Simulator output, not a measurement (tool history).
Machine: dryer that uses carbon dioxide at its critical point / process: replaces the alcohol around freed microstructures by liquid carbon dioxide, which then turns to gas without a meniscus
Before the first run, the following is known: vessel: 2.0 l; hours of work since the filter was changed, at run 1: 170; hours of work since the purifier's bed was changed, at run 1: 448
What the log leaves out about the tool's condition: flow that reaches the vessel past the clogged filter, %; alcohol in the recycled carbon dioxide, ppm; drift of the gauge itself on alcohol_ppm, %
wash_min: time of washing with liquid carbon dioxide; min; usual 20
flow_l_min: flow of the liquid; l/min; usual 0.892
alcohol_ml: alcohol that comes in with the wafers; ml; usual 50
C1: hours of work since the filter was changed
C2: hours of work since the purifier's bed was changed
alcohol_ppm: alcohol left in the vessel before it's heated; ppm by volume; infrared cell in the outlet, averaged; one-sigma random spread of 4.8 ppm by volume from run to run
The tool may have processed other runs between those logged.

Run 1, hour 0.0: usual settings; C1 170; C2 448. Result: alcohol_ppm 61 ppm by volume.
Run 2, hour 22.7: usual settings; C1 186; C2 464. Result: alcohol_ppm 62 ppm by volume.
Run 3, hour 42.9: usual settings but alcohol_ml 94 ml; C1 200; C2 478. Result: alcohol_ppm 85 ppm by volume.
Run 4, hour 66.8: usual settings but alcohol_ml 94 ml; C1 217; C2 495. Result: alcohol_ppm 87 ppm by volume.
Run 5, hour 85.7: usual settings but flow_l_min 1.262 l/min; C1 231; C2 509. Result: alcohol_ppm 81 ppm by volume.
Run 6, hour 107.8: usual settings but flow_l_min 0.621 l/min; C1 247; C2 525. Result: alcohol_ppm 227 ppm by volume.
Run 7, hour 130.8: usual settings but flow_l_min 0.621 l/min; C1 263; C2 541. Result: alcohol_ppm 220 ppm by volume.
At hour 140.1: purifier's bed changed.
Run 8, hour 154.4: usual settings but flow_l_min 0.621 l/min; C1 278; C2 10. Result: alcohol_ppm 177 ppm by volume.
Run 9, hour 167.7: usual settings but flow_l_min 0.621 l/min; C1 287; C2 20. Result: alcohol_ppm 170 ppm by volume.
Run 10, hour 178.2: usual settings; C1 295; C2 27. Result: alcohol_ppm 26 ppm by volume.
Run 11, hour 191.4: usual settings; C1 304; C2 37. Result: alcohol_ppm 22 ppm by volume.
Run 12, hour 207.8: usual settings; C1 316; C2 48. Result: alcohol_ppm 31 ppm by volume.
Run 13, hour 221.8: usual settings; C1 326; C2 58. Result: alcohol_ppm 28 ppm by volume.
Run 14, hour 236.3: usual settings but wash_min 14 min, flow_l_min 0.617 l/min, alcohol_ml 61 ml; C1 336; C2 69. Result: alcohol_ppm 989 ppm by volume.
Run 15, hour 256.9: usual settings but flow_l_min 0.688 l/min; C1 351; C2 83. Result: alcohol_ppm 109 ppm by volume.
Run 16, hour 272.9: usual settings but flow_l_min 0.688 l/min; C1 362; C2 95. Result: alcohol_ppm 115 ppm by volume.
Run 17, hour 286.2: usual settings but flow_l_min 0.688 l/min; C1 372; C2 104. Result: alcohol_ppm 120 ppm by volume.
Run 18, hour 306.7: usual settings but flow_l_min 0.688 l/min; C1 386; C2 119. Result: alcohol_ppm 128 ppm by volume.
Run 19, hour 319.5: usual settings but flow_l_min 0.688 l/min; C1 396; C2 128. Result: alcohol_ppm 125 ppm by volume.
Run 20, hour 334.8: usual settings but flow_l_min 0.688 l/min; C1 407; C2 139. Result: alcohol_ppm 126 ppm by volume.
At hour 347.5: inlet filter changed.
Run 21, hour 351.7: usual settings but flow_l_min 0.688 l/min; C1 3; C2 150. Result: alcohol_ppm 88 ppm by volume.

Below are 4 alternative next runs, each starting from the tool's condition after run 21. Predict each:
Run A, hour 373.3: usual settings but wash_min 31 min, flow_l_min 1.377 l/min, alcohol_ml 30 ml; C1 18; C2 166. Result: alcohol_ppm ?.
Run B, hour 373.3: usual settings but wash_min 17 min, flow_l_min 0.688 l/min, alcohol_ml 26 ml; C1 18; C2 166. Result: alcohol_ppm ?.
Run C, hour 373.3: usual settings but wash_min 14 min, flow_l_min 0.975 l/min, alcohol_ml 113 ml; C1 18; C2 166. Result: alcohol_ppm ?.
Run D, hour 373.3: usual settings but flow_l_min 1.161 l/min; C1 18; C2 166. Result: alcohol_ppm ?.

run  alcohol_ppm
  A           16
  B          118
  C          166
  D           21
Stripped of hidden state, with their random variation kept, the same runs would have yielded:
run  alcohol_ppm
  A            0
  B           92
  C          135
  D            2
